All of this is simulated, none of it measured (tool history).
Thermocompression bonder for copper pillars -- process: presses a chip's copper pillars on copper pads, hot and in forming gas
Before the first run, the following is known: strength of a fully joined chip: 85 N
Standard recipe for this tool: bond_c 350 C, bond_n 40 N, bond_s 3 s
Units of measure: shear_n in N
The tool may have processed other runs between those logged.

run   hour  bond_c  bond_n  bond_s  shear_n
  1      0     350      40       3     38.3
  2     19     350      40       3     37.3
  3   40.1     350      28       3       28
  4   68.5     350      40       3     38.2
  5  100.1     350      40       3     38.9
  6  129.3     350      40       3     38.7
  7  159.6     350      40       3     37.1
  8  179.8     324      40       3     28.6
  9  209.9     350      49       3     46.6
 10    233     351      40       3       38
 11  259.3     351      33       3     32.2
 12    287     378      40       3     49.8
 13  310.2     350      40       3     38.2
 14  325.1     350      40       3     37.8
 15  347.3     350      47       4     46.7
 16  364.8     367      54       8     70.3
 17    385     334      25       4     23.6
 18  407.1     334      25       4     22.1
 19  422.5     336      49       4     43.4
 20  438.5     322      42       6     38.7
 21  455.5     322      42       6     37.9
     470.7  -- forming gas filter changed
 22  474.6     322      42       6     38.7
 23  497.1     374      36       3     43.8
 24  520.4     363      33       3     37.1
 25  540.2     363      33       3     37.2
 26  571.9     363      33       3     37.2
 27  601.5     363      25       3     28.7

5 options for the next run, each taken on its own from the tool as it stands now. Forecast them:
  A  622.1     339      40       3        ?
  B  622.1     362      39       3        ?
  C  622.1     365      48       4        ?
  D  622.1     357      51       4        ?
  E  622.1     363      25       2        ?

run  shear_n
  A     34.6
  B     43.5
  C     54.1
  D     55.2
  E     24.2
Without the tool's unlogged condition, the same runs would have read:
run  shear_n
  A     34.7
  B     43.7
  C     54.3
  D     55.4
  E     24.2

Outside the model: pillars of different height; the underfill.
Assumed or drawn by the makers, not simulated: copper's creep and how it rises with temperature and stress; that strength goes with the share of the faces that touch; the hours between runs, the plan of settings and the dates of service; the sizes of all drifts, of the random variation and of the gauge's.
